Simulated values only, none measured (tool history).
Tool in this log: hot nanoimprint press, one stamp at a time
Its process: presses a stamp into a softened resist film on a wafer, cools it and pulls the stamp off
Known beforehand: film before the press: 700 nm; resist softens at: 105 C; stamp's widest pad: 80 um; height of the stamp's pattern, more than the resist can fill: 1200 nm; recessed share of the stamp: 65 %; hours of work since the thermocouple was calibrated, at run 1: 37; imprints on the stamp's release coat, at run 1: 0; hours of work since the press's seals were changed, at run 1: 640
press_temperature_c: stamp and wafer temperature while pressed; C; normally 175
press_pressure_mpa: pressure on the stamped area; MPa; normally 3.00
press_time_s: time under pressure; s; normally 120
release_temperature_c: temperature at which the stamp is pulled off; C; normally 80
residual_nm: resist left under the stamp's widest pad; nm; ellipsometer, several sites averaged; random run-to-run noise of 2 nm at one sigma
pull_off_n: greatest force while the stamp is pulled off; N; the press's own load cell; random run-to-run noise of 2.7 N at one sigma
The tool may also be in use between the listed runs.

| run | hour | press_temperature_c | press_pressure_mpa | press_time_s | release_temperature_c | hours of work since the thermocouple was calibrated | imprints on the stamp's release coat | hours of work since the press's seals were changed | residual_nm | pull_off_n |
|---|---|---|---|---|---|---|---|---|---|---|
| 1 | 0.0 | 175 | 3.00 | 120 | 80 | 37 | 0 | 640 | 422.9 | 120 |
| 2 | 70.5 | 175 | 3.00 | 120 | 80 | 89 | 373 | 692 | 415.4 | 125 |
| 3 | 113.7 | 175 | 4.17 | 120 | 80 | 121 | 602 | 724 | 372.5 | 125 |
| 4 | 184.0 | 175 | 3.00 | 122 | 80 | 173 | 974 | 777 | 415.2 | 125 |
| 5 | 242.0 | 175 | 3.00 | 120 | 80 | 216 | 1281 | 820 | 417.0 | 121 |
|  | 257.9 | stamp cleaned and given a new release coat |
| 6 | 308.9 | 175 | 3.00 | 120 | 80 | 261 | 270 | 865 | 416.1 | 126 |
| 7 | 386.1 | 175 | 3.00 | 120 | 78 | 318 | 679 | 922 | 416.1 | 124 |
| 8 | 459.4 | 175 | 3.00 | 120 | 78 | 373 | 1067 | 976 | 411.9 | 129 |
| 9 | 496.3 | 175 | 3.00 | 120 | 78 | 400 | 1262 | 1004 | 414.4 | 132 |
|  | 516.9 | stamp cleaned and given a new release coat |
| 10 | 549.2 | 175 | 3.00 | 120 | 78 | 435 | 171 | 1038 | 413.0 | 128 |
| 11 | 616.5 | 175 | 3.00 | 120 | 78 | 485 | 528 | 1088 | 414.0 | 129 |
| 12 | 685.7 | 175 | 2.99 | 120 | 80 | 536 | 894 | 1140 | 416.2 | 123 |
|  | 714.2 | plate thermocouple calibrated |
| 13 | 745.5 | 175 | 2.99 | 120 | 80 | 23 | 1196 | 1182 | 411.3 | 124 |
|  | 780.8 | stamp cleaned and given a new release coat |
| 14 | 825.2 | 175 | 2.99 | 120 | 80 | 78 | 235 | 1236 | 415.1 | 124 |
| 15 | 891.5 | 175 | 2.99 | 219 | 80 | 127 | 586 | 1285 | 336.2 | 123 |
| 16 | 938.5 | 175 | 2.99 | 219 | 80 | 162 | 835 | 1320 | 332.4 | 128 |
| 17 | 1006.3 | 175 | 2.99 | 219 | 80 | 212 | 1194 | 1371 | 333.4 | 122 |
|  | 1022.8 | press's hydraulic seals changed and the load cell set to zero |
|  | 1047.0 | stamp cleaned and given a new release coat |
| 18 | 1095.4 | 176 | 2.64 | 95 | 69 | 268 | 255 | 49 | 442.5 | 159 |
| 19 | 1136.4 | 176 | 2.64 | 95 | 69 | 298 | 473 | 80 | 448.2 | 157 |
| 20 | 1208.4 | 182 | 2.31 | 120 | 87 | 352 | 854 | 133 | 370.6 | 100 |
| 21 | 1266.4 | 182 | 2.31 | 120 | 87 | 395 | 1161 | 176 | 372.6 | 102 |
|  | 1309.2 | stamp cleaned and given a new release coat |
| 22 | 1318.8 | 182 | 2.31 | 120 | 87 | 429 | 51 | 211 | 367.9 | 98 |
| 23 | 1384.5 | 182 | 4.59 | 120 | 69 | 478 | 399 | 259 | 279.2 | 152 |
| 24 | 1453.9 | 182 | 4.59 | 120 | 69 | 529 | 767 | 311 | 275.6 | 155 |
|  | 1495.4 | plate thermocouple calibrated |
| 25 | 1511.8 | 173 | 3.00 | 190 | 77 | 12 | 1057 | 351 | 367.6 | 135 |
| 26 | 1544.5 | 175 | 2.40 | 120 | 80 | 36 | 1230 | 376 | 435.1 | 126 |
|  | 1556.4 | gauge calibrated |
|  | 1569.0 | stamp cleaned and given a new release coat |
| 27 | 1605.3 | 164 | 4.37 | 72 | 81 | 77 | 193 | 416 | 558.0 | 120 |
| 28 | 1642.0 | 163 | 2.15 | 62 | 81 | 104 | 387 | 443 | 640.4 | 116 |

4 options for the next run, each taken on its own from the tool as it stands now. Forecast them:
| A | 1719.6 | 187 | 2.15 | 62 | 79 | 162 | 798 | 501 | ? | ? |
| B | 1719.6 | 175 | 3.78 | 120 | 80 | 162 | 798 | 501 | ? | ? |
| C | 1719.6 | 183 | 3.00 | 120 | 80 | 162 | 798 | 501 | ? | ? |
| D | 1719.6 | 164 | 3.87 | 62 | 86 | 162 | 798 | 501 | ? | ? |

| run | residual_nm | pull_off_n |
|---|---|---|
| A | 421.9 | 123 |
| B | 381.8 | 130 |
| C | 331.4 | 125 |
| D | 583.1 | 103 |
Without the tool's hidden state the same runs would have given:
| run | residual_nm | pull_off_n |
|---|---|---|
| A | 423.1 | 122 |
| B | 382.8 | 129 |
| C | 332.3 | 124 |
| D | 584.7 | 103 |

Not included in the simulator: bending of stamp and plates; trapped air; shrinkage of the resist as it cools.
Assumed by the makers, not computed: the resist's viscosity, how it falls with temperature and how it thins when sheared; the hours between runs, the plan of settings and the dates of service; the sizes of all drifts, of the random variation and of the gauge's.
